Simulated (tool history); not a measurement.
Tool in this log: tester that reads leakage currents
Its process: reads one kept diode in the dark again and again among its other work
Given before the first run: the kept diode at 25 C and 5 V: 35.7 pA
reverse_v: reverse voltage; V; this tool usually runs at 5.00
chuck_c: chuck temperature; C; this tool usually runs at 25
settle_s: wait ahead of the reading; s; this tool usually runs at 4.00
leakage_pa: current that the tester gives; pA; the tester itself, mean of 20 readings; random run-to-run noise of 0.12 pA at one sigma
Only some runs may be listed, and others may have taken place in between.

run 1 hour=0.0 | reverse_v=5.00 chuck_c=25 settle_s=4.00 | leakage_pa=34.01
run 2 hour=79.3 | reverse_v=5.00 chuck_c=25 settle_s=4.00 | leakage_pa=34.25
run 3 hour=153.5 | reverse_v=5.00 chuck_c=25 settle_s=4.00 | leakage_pa=34.19
run 4 hour=211.7 | reverse_v=5.00 chuck_c=25 settle_s=4.00 | leakage_pa=34.38
run 5 hour=287.1 | reverse_v=5.00 chuck_c=25 settle_s=2.18 | leakage_pa=34.48
run 6 hour=360.3 | reverse_v=5.00 chuck_c=25 settle_s=2.18 | leakage_pa=34.94
run 7 hour=438.9 | reverse_v=5.00 chuck_c=25 settle_s=2.18 | leakage_pa=35.04
run 8 hour=475.3 | reverse_v=5.00 chuck_c=38 settle_s=2.18 | leakage_pa=108.06
run 9 hour=556.1 | reverse_v=5.00 chuck_c=38 settle_s=2.18 | leakage_pa=107.23
run 10 hour=594.3 | reverse_v=5.00 chuck_c=38 settle_s=2.18 | leakage_pa=107.28
run 11 hour=637.1 | reverse_v=5.00 chuck_c=38 settle_s=2.18 | leakage_pa=105.92
run 12 hour=687.4 | reverse_v=16.13 chuck_c=38 settle_s=2.18 | leakage_pa=172.58
run 13 hour=751.7 | reverse_v=16.13 chuck_c=38 settle_s=2.18 | leakage_pa=173.89
run 14 hour=826.9 | reverse_v=16.13 chuck_c=38 settle_s=2.18 | leakage_pa=173.15
run 15 hour=894.9 | reverse_v=16.13 chuck_c=38 settle_s=2.18 | leakage_pa=194.86
run 16 hour=968.7 | reverse_v=1.14 chuck_c=25 settle_s=4.00 | leakage_pa=21.38
run 17 hour=1023.6 | reverse_v=1.14 chuck_c=25 settle_s=4.00 | leakage_pa=21.34
run 18 hour=1095.6 | reverse_v=1.97 chuck_c=41 settle_s=0.53 | leakage_pa=106.92
run 19 hour=1134.7 | reverse_v=14.60 chuck_c=48 settle_s=7.95 | leakage_pa=412.16
run 20 hour=1212.0 | reverse_v=14.60 chuck_c=48 settle_s=7.95 | leakage_pa=407.75
run 21 hour=1289.3 | reverse_v=1.90 chuck_c=22 settle_s=4.69 | leakage_pa=20.43
run 22 hour=1364.0 | reverse_v=13.28 chuck_c=49 settle_s=1.12 | leakage_pa=428.53
run 23 hour=1443.9 | reverse_v=13.28 chuck_c=49 settle_s=1.12 | leakage_pa=423.15
run 24 hour=1504.6 | reverse_v=5.56 chuck_c=25 settle_s=5.26 | leakage_pa=43.32
run 25 hour=1576.8 | reverse_v=1.56 chuck_c=40 settle_s=3.12 | leakage_pa=87.16
run 26 hour=1618.8 | reverse_v=1.56 chuck_c=40 settle_s=3.12 | leakage_pa=86.69
run 27 hour=1669.0 | reverse_v=3.27 chuck_c=25 settle_s=4.00 | leakage_pa=33.76
run 28 hour=1713.4 | reverse_v=10.89 chuck_c=28 settle_s=1.90 | leakage_pa=77.80
run 29 hour=1791.4 | reverse_v=1.46 chuck_c=25 settle_s=4.00 | leakage_pa=23.31
run 30 hour=1855.1 | reverse_v=9.72 chuck_c=25 settle_s=4.00 | leakage_pa=59.37
run 31 hour=1907.3 | reverse_v=7.36 chuck_c=25 settle_s=0.60 | leakage_pa=54.05
run 32 hour=1962.6 | reverse_v=7.36 chuck_c=25 settle_s=0.60 | leakage_pa=54.04
run 33 hour=2005.1 | reverse_v=3.49 chuck_c=25 settle_s=0.70 | leakage_pa=36.17
run 34 hour=2066.2 | reverse_v=2.18 chuck_c=25 settle_s=4.76 | leakage_pa=28.00

Between the runs listed above, the log contained 1 entry, not reproduced here. Where in the sequence does each belong, and how does what the log doesn't record of the tool's condition differ from the listed run before to the listed run after?
Runs 14 to 15: chuck's temperature calibrated (hour 873.0)
  stray current of the dirty probe card, pA a volt: 0.816 -> 0.872; current scale over the true one, %: 0.56 -> 0.57; true chuck temperature over the reading, C: -1.56 -> -0.07
  measured result minus the result with no hidden state, leakage_pa: -9.06 -> +13.77 pA
